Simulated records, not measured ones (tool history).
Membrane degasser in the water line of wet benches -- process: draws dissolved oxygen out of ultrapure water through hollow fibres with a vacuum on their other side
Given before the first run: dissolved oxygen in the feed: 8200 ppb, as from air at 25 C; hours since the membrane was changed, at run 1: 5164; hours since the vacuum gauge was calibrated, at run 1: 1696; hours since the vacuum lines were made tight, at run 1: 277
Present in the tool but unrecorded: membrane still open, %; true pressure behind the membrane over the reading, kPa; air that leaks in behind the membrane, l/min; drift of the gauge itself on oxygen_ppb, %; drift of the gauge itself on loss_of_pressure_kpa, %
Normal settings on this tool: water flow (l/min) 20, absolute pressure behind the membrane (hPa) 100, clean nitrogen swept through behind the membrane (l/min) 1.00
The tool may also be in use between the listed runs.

| run | hour | water flow (l/min) | absolute pressure behind the membrane (hPa) | clean nitrogen swept through behind the membrane (l/min) | hours since the membrane was changed | hours since the vacuum gauge was calibrated | hours since the vacuum lines were made tight | dissolved oxygen in the water behind the degasser (ppb) | pressure that the water loses in the fibres (hPa) |
|---|---|---|---|---|---|---|---|---|---|
| 1 | 0.0 | 20 | 100 | 1.00 | 5164 | 1696 | 277 | 304.1 | 408.9 |
| 2 | 242.9 | 20 | 100 | 1.00 | 5406 | 1939 | 520 | 304.2 | 410.2 |
| 3 | 525.5 | 20 | 100 | 1.00 | 5689 | 2222 | 802 | 309.0 | 411.5 |
| 4 | 747.0 | 20 | 100 | 1.00 | 5911 | 2443 | 1024 | 308.9 | 414.8 |
| 5 | 1054.2 | 20 | 100 | 1.00 | 6218 | 2751 | 1331 | 308.9 | 412.7 |
| 6 | 1214.9 | 20 | 100 | 1.00 | 6379 | 2911 | 1492 | 312.2 | 411.4 |
| 7 | 1391.9 | 20 | 100 | 2.12 | 6556 | 3088 | 1669 | 159.9 | 416.0 |
| 8 | 1704.9 | 13 | 218 | 2.28 | 6868 | 3401 | 1982 | 254.0 | 268.4 |
| 9 | 2013.2 | 13 | 218 | 2.28 | 7177 | 3709 | 2290 | 257.4 | 271.0 |
| 10 | 2271.7 | 20 | 100 | 2.30 | 7435 | 3968 | 2548 | 148.8 | 412.7 |
| 11 | 2482.4 | 20 | 176 | 0.78 | 7646 | 4179 | 2759 | 754.6 | 420.6 |
| 12 | 2755.4 | 20 | 176 | 0.78 | 7919 | 4452 | 3032 | 760.7 | 419.9 |
| 13 | 3041.0 | 20 | 176 | 0.78 | 8205 | 4737 | 3318 | 758.6 | 417.3 |

Predict each of these 5 candidate next runs independently; none follows another, all start after run 13:
| A | 3201.8 | 20 | 100 | 0.62 | 8365 | 4898 | 3479 | ? | ? |
| B | 3201.8 | 20 | 62 | 1.00 | 8365 | 4898 | 3479 | ? | ? |
| C | 3201.8 | 20 | 244 | 2.49 | 8365 | 4898 | 3479 | ? | ? |
| D | 3201.8 | 20 | 178 | 2.81 | 8365 | 4898 | 3479 | ? | ? |
| E | 3201.8 | 30 | 166 | 2.02 | 8365 | 4898 | 3479 | ? | ? |

| run | dissolved oxygen in the water behind the degasser (ppb) | pressure that the water loses in the fibres (hPa) |
|---|---|---|
| A | 466.2 | 421.6 |
| B | 156.6 | 417.6 |
| C | 403.1 | 420.9 |
| D | 257.9 | 418.1 |
| E | 485.7 | 624.2 |
What these runs would have given with no unlogged condition in the tool:
| run | dissolved oxygen in the water behind the degasser (ppb) | pressure that the water loses in the fibres (hPa) |
|---|---|---|
| A | 437.9 | 398.3 |
| B | 135.9 | 394.4 |
| C | 390.2 | 397.7 |
| D | 246.8 | 394.8 |
| E | 460.3 | 589.6 |

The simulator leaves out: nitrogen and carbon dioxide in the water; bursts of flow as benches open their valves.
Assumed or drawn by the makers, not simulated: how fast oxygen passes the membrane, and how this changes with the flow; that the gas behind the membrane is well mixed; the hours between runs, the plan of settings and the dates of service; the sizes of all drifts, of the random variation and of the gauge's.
